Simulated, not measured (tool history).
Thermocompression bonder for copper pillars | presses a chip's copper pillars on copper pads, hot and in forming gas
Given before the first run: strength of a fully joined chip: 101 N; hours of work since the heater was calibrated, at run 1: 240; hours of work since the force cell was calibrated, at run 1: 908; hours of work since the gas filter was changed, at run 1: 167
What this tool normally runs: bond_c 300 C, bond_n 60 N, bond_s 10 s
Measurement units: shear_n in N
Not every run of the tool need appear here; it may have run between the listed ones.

run,hour,bond_c,bond_n,bond_s,hours of work since the heater was calibrated,hours of work since the force cell was calibrated,hours of work since the gas filter was changed,shear_n
1,0.0,300,60,10,240,908,167,51.0
2,28.2,300,60,10,260,928,187,52.9
3,56.1,300,60,10,280,948,207,52.7
4,90.6,300,60,10,304,972,231,51.3
5,113.3,300,60,10,320,988,247,50.6
6,139.0,296,60,10,339,1006,265,48.5
7,166.3,288,60,10,358,1026,285,43.1
8,195.0,288,60,10,378,1046,305,43.8
9,234.2,330,43,15,406,1074,333,58.5
10,258.1,330,43,25,423,1091,350,69.0
11,282.1,273,72,10,440,1108,367,42.1

4 options for the next run, each taken on its own from the tool as it stands now. Forecast them:
A,316.9,286,78,14,465,1132,391,?
B,316.9,301,41,18,465,1132,391,?
C,316.9,300,60,7,465,1132,391,?
D,316.9,306,51,6,465,1132,391,?

run,shear_n
A,59.0
B,43.8
C,44.1
D,38.0
What these runs would have given with no unlogged condition in the tool:
run,shear_n
A,65.3
B,48.6
C,49.0
D,42.3

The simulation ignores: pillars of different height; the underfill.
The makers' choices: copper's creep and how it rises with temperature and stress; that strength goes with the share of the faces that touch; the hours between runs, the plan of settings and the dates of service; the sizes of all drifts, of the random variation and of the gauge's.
